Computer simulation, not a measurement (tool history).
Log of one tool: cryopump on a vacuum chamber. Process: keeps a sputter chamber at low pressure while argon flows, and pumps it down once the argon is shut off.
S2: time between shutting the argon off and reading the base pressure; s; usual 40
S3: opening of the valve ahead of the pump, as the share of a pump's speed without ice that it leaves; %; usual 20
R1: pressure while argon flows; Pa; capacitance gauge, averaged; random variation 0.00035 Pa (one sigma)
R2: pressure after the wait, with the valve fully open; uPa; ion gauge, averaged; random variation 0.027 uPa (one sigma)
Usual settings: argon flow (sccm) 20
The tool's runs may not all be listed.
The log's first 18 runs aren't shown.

Run 19, hour 312.7: usual settings but argon flow (sccm) 9, S2 106 s, S3 51 %. Result: R1 0.0142 Pa, R2 1.45 uPa.
Run 20, hour 325.1: usual settings but argon flow (sccm) 9, S2 106 s, S3 51 %. Result: R1 0.0138 Pa, R2 1.52 uPa.
Run 21, hour 342.5: usual settings but argon flow (sccm) 8, S2 106 s, S3 51 %. Result: R1 0.0129 Pa, R2 1.48 uPa.
Run 22, hour 358.1: usual settings but argon flow (sccm) 8, S2 106 s, S3 51 %. Result: R1 0.0129 Pa, R2 1.53 uPa.
Run 23, hour 375.1: usual settings but argon flow (sccm) 8, S2 106 s, S3 51 %. Result: R1 0.0128 Pa, R2 1.6 uPa.
Run 24, hour 394.4: usual settings but S3 17 %. Result: R1 0.0969 Pa, R2 2.24 uPa.
Run 25, hour 407.3: usual settings but argon flow (sccm) 19, S2 68 s, S3 45 %. Result: R1 0.0346 Pa, R2 1.76 uPa.
Run 26, hour 418.5: usual settings but argon flow (sccm) 19, S2 68 s, S3 45 %. Result: R1 0.0351 Pa, R2 1.74 uPa.
Run 27, hour 431.5: usual settings but argon flow (sccm) 33, S2 236 s, S3 45 %. Result: R1 0.0614 Pa, R2 1.42 uPa.
Run 28, hour 441.4: usual settings but argon flow (sccm) 9, S2 61 s. Result: R1 0.0369 Pa, R2 1.91 uPa.
Run 29, hour 451.6: usual settings but argon flow (sccm) 9, S2 61 s. Result: R1 0.0369 Pa, R2 1.9 uPa.
Run 30, hour 464.6: usual settings but argon flow (sccm) 9, S2 61 s. Result: R1 0.0371 Pa, R2 1.93 uPa.
Run 31, hour 485.7: usual settings but argon flow (sccm) 39, S2 89 s, S3 34 %. Result: R1 0.0954 Pa, R2 1.71 uPa.
Run 32, hour 507.2: usual settings but argon flow (sccm) 28, S3 51 %. Result: R1 0.0462 Pa, R2 2.25 uPa.
Run 33, hour 519.3: usual settings but argon flow (sccm) 28, S3 51 %. Result: R1 0.0464 Pa, R2 2.32 uPa.
Run 34, hour 530.4: usual settings but argon flow (sccm) 14, S2 273 s. Result: R1 0.0574 Pa, R2 1.42 uPa.

3 ways to go on from here, each from the tool as it stands after run 34. What would each give?
Run A, hour 542.9: usual settings but argon flow (sccm) 31, S2 71 s, S3 22 %. Result: R1 ?, R2 ?.
Run B, hour 542.9: usual settings but argon flow (sccm) 30. Result: R1 ?, R2 ?.
Run C, hour 542.9: usual settings but argon flow (sccm) 23, S2 53 s, S3 37 %. Result: R1 ?, R2 ?.

run      R1    R2
  A  0.1167  1.88
  B   0.124  2.31
  C  0.0522  2.08
Without the tool's hidden state the same runs would have given:
run      R1    R2
  A  0.1151  0.73
  B  0.1225  1.17
  C  0.0511  0.91
